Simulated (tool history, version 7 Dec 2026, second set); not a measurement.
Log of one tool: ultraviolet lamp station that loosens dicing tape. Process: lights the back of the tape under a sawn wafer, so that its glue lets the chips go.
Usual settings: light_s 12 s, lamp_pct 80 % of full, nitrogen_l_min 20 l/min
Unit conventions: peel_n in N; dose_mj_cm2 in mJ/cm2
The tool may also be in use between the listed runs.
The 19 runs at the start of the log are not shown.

{"run": 20, "hour": 787.9, "light_s": 14, "lamp_pct": 80, "nitrogen_l_min": 7, "peel_n": 2.023, "dose_mj_cm2": 404}
{"run": 21, "hour": 845.5, "light_s": 14, "lamp_pct": 80, "nitrogen_l_min": 7, "peel_n": 2.184, "dose_mj_cm2": 390}
{"run": 22, "hour": 880.2, "light_s": 10, "lamp_pct": 83, "nitrogen_l_min": 7, "peel_n": 3.119, "dose_mj_cm2": 281}
{"run": 23, "hour": 927.7, "light_s": 13, "lamp_pct": 60, "nitrogen_l_min": 35, "peel_n": 1.768, "dose_mj_cm2": 255}
{"run": 24, "hour": 968.6, "light_s": 13, "lamp_pct": 60, "nitrogen_l_min": 35, "peel_n": 1.904, "dose_mj_cm2": 251}
{"run": 25, "hour": 1023.1, "light_s": 13, "lamp_pct": 60, "nitrogen_l_min": 35, "peel_n": 2.103, "dose_mj_cm2": 238}
{"run": 26, "hour": 1056.5, "light_s": 13, "lamp_pct": 69, "nitrogen_l_min": 35, "peel_n": 1.709, "dose_mj_cm2": 272}
{"run": 27, "hour": 1106.4, "light_s": 13, "lamp_pct": 69, "nitrogen_l_min": 35, "peel_n": 1.806, "dose_mj_cm2": 259}
{"hour": 1115.7, "done": "window cleaned of glue's vapour"}
{"run": 28, "hour": 1137.6, "light_s": 13, "lamp_pct": 69, "nitrogen_l_min": 35, "peel_n": 1.611, "dose_mj_cm2": 273}
{"run": 29, "hour": 1188.2, "light_s": 12, "lamp_pct": 80, "nitrogen_l_min": 11, "peel_n": 2.756, "dose_mj_cm2": 285}
{"run": 30, "hour": 1216.0, "light_s": 6, "lamp_pct": 95, "nitrogen_l_min": 7, "peel_n": 5.581, "dose_mj_cm2": 164}
{"run": 31, "hour": 1253.6, "light_s": 10, "lamp_pct": 98, "nitrogen_l_min": 7, "peel_n": 3.422, "dose_mj_cm2": 272}
{"run": 32, "hour": 1293.0, "light_s": 9, "lamp_pct": 98, "nitrogen_l_min": 7, "peel_n": 4.04, "dose_mj_cm2": 239}
{"run": 33, "hour": 1341.4, "light_s": 9, "lamp_pct": 98, "nitrogen_l_min": 7, "peel_n": 4.093, "dose_mj_cm2": 229}
{"run": 34, "hour": 1372.7, "light_s": 12, "lamp_pct": 83, "nitrogen_l_min": 13, "peel_n": 2.916, "dose_mj_cm2": 255}
{"run": 35, "hour": 1411.2, "light_s": 12, "lamp_pct": 83, "nitrogen_l_min": 13, "peel_n": 3.112, "dose_mj_cm2": 249}
{"run": 36, "hour": 1442.3, "light_s": 14, "lamp_pct": 92, "nitrogen_l_min": 8, "peel_n": 2.902, "dose_mj_cm2": 309}
{"run": 37, "hour": 1473.0, "light_s": 14, "lamp_pct": 92, "nitrogen_l_min": 8, "peel_n": 2.914, "dose_mj_cm2": 299}
{"hour": 1487.6, "done": "lamp changed"}
{"run": 38, "hour": 1504.2, "light_s": 12, "lamp_pct": 98, "nitrogen_l_min": 15, "peel_n": 0.854, "dose_mj_cm2": 484}
{"hour": 1545.7, "done": "window cleaned of glue's vapour"}
{"run": 39, "hour": 1558.7, "light_s": 12, "lamp_pct": 98, "nitrogen_l_min": 15, "peel_n": 0.74, "dose_mj_cm2": 504}

Consider 5 possible next runs. They are alternatives, not a sequence: every one starts from the tool as it was left by run 39. What does each give?
{"run": "A", "hour": 1595.6, "light_s": 12, "lamp_pct": 95, "nitrogen_l_min": 24, "peel_n": "?", "dose_mj_cm2": "?"}
{"run": "B", "hour": 1595.6, "light_s": 12, "lamp_pct": 79, "nitrogen_l_min": 29, "peel_n": "?", "dose_mj_cm2": "?"}
{"run": "C", "hour": 1595.6, "light_s": 11, "lamp_pct": 83, "nitrogen_l_min": 15, "peel_n": "?", "dose_mj_cm2": "?"}
{"run": "D", "hour": 1595.6, "light_s": 12, "lamp_pct": 84, "nitrogen_l_min": 20, "peel_n": "?", "dose_mj_cm2": "?"}
{"run": "E", "hour": 1595.6, "light_s": 9, "lamp_pct": 80, "nitrogen_l_min": 20, "peel_n": "?", "dose_mj_cm2": "?"}

run=A peel_n=0.592 dose_mj_cm2=471
run=B peel_n=0.862 dose_mj_cm2=398
run=C peel_n=1.355 dose_mj_cm2=384
run=D peel_n=0.904 dose_mj_cm2=422
run=E peel_n=1.827 dose_mj_cm2=301
With no hidden state in the tool, these same runs would have given:
run=A peel_n=0.520 dose_mj_cm2=497
run=B peel_n=0.763 dose_mj_cm2=419
run=C peel_n=1.215 dose_mj_cm2=405
run=D peel_n=0.801 dose_mj_cm2=446
run=E peel_n=1.661 dose_mj_cm2=317
